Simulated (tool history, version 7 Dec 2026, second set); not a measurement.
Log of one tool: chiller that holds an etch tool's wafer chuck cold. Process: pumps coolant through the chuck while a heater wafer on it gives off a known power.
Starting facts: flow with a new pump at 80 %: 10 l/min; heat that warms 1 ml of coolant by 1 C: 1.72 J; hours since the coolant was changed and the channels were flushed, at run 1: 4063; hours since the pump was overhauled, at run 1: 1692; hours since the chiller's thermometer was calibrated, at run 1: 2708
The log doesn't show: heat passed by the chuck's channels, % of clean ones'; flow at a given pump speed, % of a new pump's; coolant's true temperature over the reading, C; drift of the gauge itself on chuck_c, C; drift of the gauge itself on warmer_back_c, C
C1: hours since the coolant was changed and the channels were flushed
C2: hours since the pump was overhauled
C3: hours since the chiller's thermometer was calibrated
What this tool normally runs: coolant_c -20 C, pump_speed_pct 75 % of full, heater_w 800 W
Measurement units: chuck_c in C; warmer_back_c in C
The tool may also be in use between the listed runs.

{"run": 1, "hour": 0.0, "coolant_c": -20, "pump_speed_pct": 75, "heater_w": 800, "C1": 4063, "C2": 1692, "C3": 2708, "chuck_c": -9.7, "warmer_back_c": 2.95}
{"run": 2, "hour": 40.1, "coolant_c": -20, "pump_speed_pct": 75, "heater_w": 800, "C1": 4103, "C2": 1732, "C3": 2748, "chuck_c": -9.7, "warmer_back_c": 2.96}
{"run": 3, "hour": 83.3, "coolant_c": -20, "pump_speed_pct": 75, "heater_w": 547, "C1": 4146, "C2": 1775, "C3": 2791, "chuck_c": -13, "warmer_back_c": 1.98}
{"run": 4, "hour": 108.7, "coolant_c": -20, "pump_speed_pct": 87, "heater_w": 547, "C1": 4172, "C2": 1800, "C3": 2816, "chuck_c": -13.8, "warmer_back_c": 1.68}
{"run": 5, "hour": 158.7, "coolant_c": -20, "pump_speed_pct": 87, "heater_w": 547, "C1": 4222, "C2": 1850, "C3": 2866, "chuck_c": -13.8, "warmer_back_c": 1.63}
{"run": 6, "hour": 200.2, "coolant_c": -20, "pump_speed_pct": 75, "heater_w": 538, "C1": 4263, "C2": 1892, "C3": 2908, "chuck_c": -13.1, "warmer_back_c": 1.95}
{"run": 7, "hour": 250.7, "coolant_c": -20, "pump_speed_pct": 75, "heater_w": 800, "C1": 4314, "C2": 1942, "C3": 2958, "chuck_c": -9.7, "warmer_back_c": 2.92}
{"run": 8, "hour": 284.3, "coolant_c": -20, "pump_speed_pct": 75, "heater_w": 987, "C1": 4347, "C2": 1976, "C3": 2992, "chuck_c": -7.3, "warmer_back_c": 3.63}
{"run": 9, "hour": 334.0, "coolant_c": -20, "pump_speed_pct": 75, "heater_w": 800, "C1": 4397, "C2": 2026, "C3": 3042, "chuck_c": -9.6, "warmer_back_c": 2.96}
{"run": 10, "hour": 360.8, "coolant_c": -20, "pump_speed_pct": 75, "heater_w": 800, "C1": 4424, "C2": 2052, "C3": 3068, "chuck_c": -9.7, "warmer_back_c": 2.89}
{"run": 11, "hour": 403.0, "coolant_c": -20, "pump_speed_pct": 75, "heater_w": 800, "C1": 4466, "C2": 2095, "C3": 3111, "chuck_c": -9.7, "warmer_back_c": 2.88}
{"run": 12, "hour": 438.8, "coolant_c": -17, "pump_speed_pct": 99, "heater_w": 507, "C1": 4502, "C2": 2130, "C3": 3146, "chuck_c": -11.9, "warmer_back_c": 1.31}
{"run": 13, "hour": 484.3, "coolant_c": -17, "pump_speed_pct": 72, "heater_w": 754, "C1": 4547, "C2": 2176, "C3": 3192, "chuck_c": -6.9, "warmer_back_c": 2.83}
{"run": 14, "hour": 531.1, "coolant_c": -24, "pump_speed_pct": 71, "heater_w": 627, "C1": 4594, "C2": 2223, "C3": 3239, "chuck_c": -15.6, "warmer_back_c": 2.32}
{"run": 15, "hour": 565.7, "coolant_c": -20, "pump_speed_pct": 71, "heater_w": 456, "C1": 4629, "C2": 2257, "C3": 3273, "chuck_c": -13.7, "warmer_back_c": 1.66}
{"run": 16, "hour": 618.0, "coolant_c": -20, "pump_speed_pct": 71, "heater_w": 456, "C1": 4681, "C2": 2310, "C3": 3326, "chuck_c": -13.6, "warmer_back_c": 1.61}
{"run": 17, "hour": 656.1, "coolant_c": -20, "pump_speed_pct": 71, "heater_w": 456, "C1": 4719, "C2": 2348, "C3": 3364, "chuck_c": -13.9, "warmer_back_c": 1.63}
{"run": 18, "hour": 684.1, "coolant_c": -20, "pump_speed_pct": 71, "heater_w": 456, "C1": 4747, "C2": 2376, "C3": 3392, "chuck_c": -13.9, "warmer_back_c": 1.56}
{"run": 19, "hour": 715.9, "coolant_c": -27, "pump_speed_pct": 71, "heater_w": 663, "C1": 4779, "C2": 2407, "C3": 3424, "chuck_c": -18, "warmer_back_c": 2.43}
{"run": 20, "hour": 745.8, "coolant_c": -12, "pump_speed_pct": 61, "heater_w": 800, "C1": 4809, "C2": 2437, "C3": 3453, "chuck_c": 0.5, "warmer_back_c": 3.53}
{"run": 21, "hour": 798.6, "coolant_c": -21, "pump_speed_pct": 73, "heater_w": 733, "C1": 4862, "C2": 2490, "C3": 3506, "chuck_c": -11.3, "warmer_back_c": 2.64}

4 ways to go on from here, each from the tool as it stands after run 21. What would each give?
{"run": "A", "hour": 852.8, "coolant_c": -16, "pump_speed_pct": 75, "heater_w": 1006, "C1": 4916, "C2": 2544, "C3": 3560, "chuck_c": "?", "warmer_back_c": "?"}
{"run": "B", "hour": 852.8, "coolant_c": -10, "pump_speed_pct": 96, "heater_w": 733, "C1": 4916, "C2": 2544, "C3": 3560, "chuck_c": "?", "warmer_back_c": "?"}
{"run": "C", "hour": 852.8, "coolant_c": -21, "pump_speed_pct": 82, "heater_w": 1094, "C1": 4916, "C2": 2544, "C3": 3560, "chuck_c": "?", "warmer_back_c": "?"}
{"run": "D", "hour": 852.8, "coolant_c": -20, "pump_speed_pct": 71, "heater_w": 800, "C1": 4916, "C2": 2544, "C3": 3560, "chuck_c": "?", "warmer_back_c": "?"}

run=A chuck_c=-3 warmer_back_c=3.53
run=B chuck_c=-2.3 warmer_back_c=1.85
run=C chuck_c=-7.9 warmer_back_c=3.45
run=D chuck_c=-9.3 warmer_back_c=2.99
With the hidden condition removed and each run's random variation left untouched, the same runs would have given:
run=A chuck_c=-3 warmer_back_c=3.76
run=B chuck_c=-2.4 warmer_back_c=2.08
run=C chuck_c=-7.9 warmer_back_c=3.68
run=D chuck_c=-9.3 warmer_back_c=3.22
